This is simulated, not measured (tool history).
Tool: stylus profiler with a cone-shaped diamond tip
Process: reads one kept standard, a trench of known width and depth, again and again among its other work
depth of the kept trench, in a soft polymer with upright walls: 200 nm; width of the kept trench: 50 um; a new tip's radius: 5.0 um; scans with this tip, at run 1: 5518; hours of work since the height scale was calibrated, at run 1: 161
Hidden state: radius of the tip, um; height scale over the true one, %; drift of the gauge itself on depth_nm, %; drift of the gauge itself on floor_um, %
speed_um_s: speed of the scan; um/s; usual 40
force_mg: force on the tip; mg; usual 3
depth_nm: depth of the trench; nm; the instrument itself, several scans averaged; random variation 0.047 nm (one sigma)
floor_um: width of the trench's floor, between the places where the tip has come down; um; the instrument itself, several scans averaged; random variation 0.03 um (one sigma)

run	day	speed_um_s	force_mg	scans with this tip	hours of work since the height scale was calibrated	depth_nm	floor_um
1	0	40	3	5518	161	201.73	46.71
2	2.425	40	3	5625	187	201.85	46.68
3	4.117	40	3	5699	204	201.68	46.68
4	7.242	40	3	5837	237	201.77	46.7
5	9.183	40	4.52	5923	257	202.38	46.71
6	11.446	40	4.52	6023	281	202.41	46.68
7	13.258	40	4.52	6103	300	202.36	46.66
8	15.546	40	4.52	6204	324	202.35	46.69
9	17.988	40	4.52	6311	350	202.44	46.69
10	19.35	40	4.52	6371	364	202.49	46.67
11	22.646	40	4.52	6517	398	202.47	46.67
12	25.538	40	3	6644	429	201.92	46.59
13	27.092	40	3	6713	445	201.93	46.65
14	29.429	40	3	6816	469	201.93	46.63
15	32.438	40	3	6949	501	201.93	46.61
16	34.425	40	3.59	7036	522	202.16	46.57
17	37.383	40	3.59	7167	553	202.15	46.67
18	39.971	40	7.19	7281	580	203.37	46.59
19	41.933	40	7.19	7367	600	203.38	46.62
20	44.679	40	7.19	7489	629	203.39	46.54
21	46.542	40	3	7571	649	202.04	46.57
22	48.479	40	3	7656	669	202.11	46.56
23	51.367	40	3.48	7783	699	202.27	46.59
24	53.983	40	3.48	7899	727	202.34	46.48
# day 54.229: height scale calibrated on a step standard
25	55.471	81	1.38	7964	13	201.65	46.26
26	57.304	81	1.38	8044	32	201.62	46.31
27	60.575	11	3	8189	66	202.39	46.63
28	63.238	116	1.03	8306	94	201.5	45.97
29	66.108	131	1.68	8433	124	201.77	46.07
30	68.279	131	1.68	8528	147	201.87	46.04
31	69.725	131	1.68	8592	162	201.91	46.03
32	72.567	123	1.69	8717	192	201.9	46.06
# day 73.329: height scale calibrated on a step standard, once more
33	74.979	38	3.93	8823	17	201.88	46.49
34	77.488	38	3.93	8934	44	201.97	46.5
35	79.429	16	6.31	9019	64	202.67	46.53
36	81.321	16	6.31	9103	84	202.74	46.56
37	84.425	56	3	9240	116	201.66	46.37
38	86.579	96	3.6	9335	139	201.92	46.26
39	89.379	13	1.8	9458	168	201.12	46.5
40	92.4	13	1.8	9591	200	201.26	46.5
41	94.975	13	1.8	9705	227	201.28	46.5
42	97.6	63	1.83	9821	254	201.26	46.23
43	100.821	63	1.83	9963	288	201.25	46.24
44	103.808	25	7.19	10094	319	203.14	46.44
45	105.267	25	2.13	10159	335	201.43	46.46
46	107.521	17	3	10258	358	201.78	46.47

How the hidden state differs across the entries between the runs, from the last listed run before each to the first after it:
Between runs 24 and 25: height scale calibrated on a step standard (day 54.229)
  radius of the tip, um: 7.08 -> 7.1; height scale over the true one, %: 0.21 -> 0.32
  measured less the result without the state, depth_nm: +0.42 -> +0.64 nm; floor_um: -0.54 -> -0.55 um
Between runs 32 and 33: height scale calibrated on a step standard, once more (day 73.329)
  radius of the tip, um: 7.31 -> 7.34; height scale over the true one, %: 0.377 -> -0.048
  measured less the result without the state, depth_nm: +0.76 -> -0.1 nm; floor_um: -0.6 -> -0.61 um

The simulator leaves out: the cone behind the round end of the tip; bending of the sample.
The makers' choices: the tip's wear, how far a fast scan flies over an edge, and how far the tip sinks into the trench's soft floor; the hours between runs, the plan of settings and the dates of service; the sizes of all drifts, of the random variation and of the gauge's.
